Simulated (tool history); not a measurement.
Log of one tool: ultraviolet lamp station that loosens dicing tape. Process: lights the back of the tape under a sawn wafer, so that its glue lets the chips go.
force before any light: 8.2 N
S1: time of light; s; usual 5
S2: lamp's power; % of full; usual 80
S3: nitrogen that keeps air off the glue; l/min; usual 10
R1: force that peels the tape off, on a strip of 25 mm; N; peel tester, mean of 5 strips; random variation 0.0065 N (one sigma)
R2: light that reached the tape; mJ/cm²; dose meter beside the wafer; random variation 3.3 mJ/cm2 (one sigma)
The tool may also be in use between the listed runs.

run   hour  S1  S2  S3     R1   R2
  1    0.0   5  80  10  0.312  453
  2   54.6   5  80  10  0.324  447
  3  105.7   5  80  10  0.324  444
  4  188.0   5  80  10  0.356  437
  5  242.6   5  80  10  0.355  433
  6  284.8   5  80  10  0.351  425
  7  352.1   5  80  10  0.360  423
  8  413.4   6  97   3  0.557  614
  9  464.5   3  71   3  2.938  223
 10  533.4   3  67   6  2.187  208
 11  625.0   3  67   6  2.256  204
 12  700.5   2  64   6  3.621  125
     718.8  -- window cleaned of glue's vapour
 13  781.3   2  64   6  3.396  140
 14  836.5   2  91   7  2.215  198

4 ways to go on from here, each from the tool as it stands after run 14. What would each give?
  A  907.7   2  61   6   ?   ?
  B  907.7   5  85  17   ?   ?
  C  907.7   8  99   4   ?   ?
  D  907.7   5  80   8   ?   ?

run     R1   R2
  A  3.629  134
  B  0.174  459
  C  0.184  856
  D  0.449  429
Without the tool's hidden state the same runs would have given:
run     R1    R2
  A  2.998   165
  B  0.116   567
  C  0.128  1057
  D  0.266   531
